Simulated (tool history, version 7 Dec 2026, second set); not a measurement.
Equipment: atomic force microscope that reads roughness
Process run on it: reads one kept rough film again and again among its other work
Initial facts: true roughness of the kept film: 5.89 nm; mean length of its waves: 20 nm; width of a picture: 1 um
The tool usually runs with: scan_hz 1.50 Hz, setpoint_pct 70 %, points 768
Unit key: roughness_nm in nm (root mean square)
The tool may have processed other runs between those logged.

run    hour  scan_hz  setpoint_pct  points  roughness_nm
  1     0.0     1.50            70     768         3.333
  2    81.2     1.50            70     768         2.262
  3   119.0     1.50            70     768         1.928
      147.9  -- new tip fitted
  4   172.9     1.50            70     768         2.970
  5   212.5     1.50            70     768         2.458
  6   290.6     1.50            70     768         1.809
      295.3  -- new tip fitted
  7   349.3     0.76            70     768         2.561
  8   414.0     1.50            70     768         1.906
      441.2  -- new tip fitted
  9   453.5     1.50            62     768         3.304
      461.1  -- height scale calibrated on a step standard
 10   488.9     1.50            62     768         2.725
 11   534.9     0.55            70     768         2.277
      590.6  -- new tip fitted
 12   609.3     0.55            70     768         3.168
      643.9  -- height scale calibrated on a step standard, once more
 13   680.4     1.03            75     444         2.134
      736.2  -- new tip fitted
 14   757.1     1.50            57     537         3.181
 15   815.8     1.50            57     537         2.365
 16   879.3     1.34            70     768         1.809
      885.3  -- new tip fitted
 17   932.1     1.34            70     768         2.627
 18   966.0     3.25            70     414         1.994
 19  1029.6     1.91            64     861         1.755
     1034.8  -- new tip fitted
 20  1094.8     2.24            61     297         2.417
 21  1154.3     1.76            89     295         1.612

3 ways to go on from here, each from the tool as it stands after run 21. What would each give?
     1183.2  -- new tip fitted
  A  1225.6     1.50            57     768             ?
     1183.2  -- new tip fitted
  B  1225.6     2.56            70     557             ?
     1183.2  -- new tip fitted
  C  1225.6     1.50            84     768             ?

run  roughness_nm
  A         2.753
  B         2.475
  C         2.413
What these runs would have given with no unlogged condition in the tool:
run  roughness_nm
  A         3.565
  B         3.207
  C         3.126

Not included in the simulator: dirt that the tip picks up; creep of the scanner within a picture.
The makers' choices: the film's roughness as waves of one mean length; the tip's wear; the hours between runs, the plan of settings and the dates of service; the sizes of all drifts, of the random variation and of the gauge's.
